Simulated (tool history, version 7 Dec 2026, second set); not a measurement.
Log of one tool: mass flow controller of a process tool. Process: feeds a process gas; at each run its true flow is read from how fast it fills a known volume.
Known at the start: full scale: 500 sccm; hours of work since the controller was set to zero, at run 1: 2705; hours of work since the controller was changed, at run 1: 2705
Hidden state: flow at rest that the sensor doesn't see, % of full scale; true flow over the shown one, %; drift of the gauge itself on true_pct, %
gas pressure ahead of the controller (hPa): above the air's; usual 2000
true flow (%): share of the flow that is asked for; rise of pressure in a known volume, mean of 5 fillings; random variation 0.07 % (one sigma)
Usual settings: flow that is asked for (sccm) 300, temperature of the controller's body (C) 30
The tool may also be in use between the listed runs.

| run | hour | flow that is asked for (sccm) | gas pressure ahead of the controller (hPa) | temperature of the controller's body (C) | hours of work since the controller was set to zero | hours of work since the controller was changed | true flow (%) |
|---|---|---|---|---|---|---|---|
| 1 | 0 | 300 | 2000 | 30 | 2705 | 2705 | 98.22 |
| 2 | 70.5 | 65 | 2000 | 30 | 2752 | 2752 | 99.84 |
| 3 | 178.9 | 65 | 1610 | 30 | 2824 | 2824 | 100.35 |
| 4 | 232.2 | 65 | 1610 | 30 | 2860 | 2860 | 100.23 |
| 5 | 340.6 | 300 | 2000 | 27 | 2932 | 2932 | 98.47 |
| 6 | 405.5 | 300 | 2000 | 27 | 2975 | 2975 | 98.47 |
| 7 | 497.4 | 300 | 2000 | 30 | 3037 | 3037 | 98.11 |
| 8 | 607.2 | 300 | 2000 | 30 | 3110 | 3110 | 98.28 |
| 9 | 725.7 | 300 | 2000 | 30 | 3189 | 3189 | 98.15 |
| 10 | 832.3 | 300 | 2000 | 30 | 3260 | 3260 | 98.2 |
| 11 | 948.9 | 300 | 2000 | 30 | 3337 | 3337 | 98.22 |
| 12 | 1002.8 | 300 | 2000 | 30 | 3373 | 3373 | 98.11 |
| 13 | 1077.3 | 64 | 2700 | 22 | 3423 | 3423 | 100.6 |
| 14 | 1140.2 | 255 | 1920 | 26 | 3465 | 3465 | 98.37 |
| 15 | 1228.9 | 80 | 2000 | 30 | 3524 | 3524 | 99.61 |
| 16 | 1340.1 | 80 | 2000 | 30 | 3598 | 3598 | 99.65 |
| 17 | 1425.5 | 300 | 1660 | 39 | 3655 | 3655 | 97.72 |
| 18 | 1545.1 | 91 | 2090 | 38 | 3735 | 3735 | 98.75 |

The next listed run, before its measurement:
| 19 | 1632.6 | 153 | 1410 | 39 | 3793 | 3793 | ? |

Run 19 gave true flow (%) 98.01.
Without the tool's hidden state the same run would have given true flow (%) 97.48.
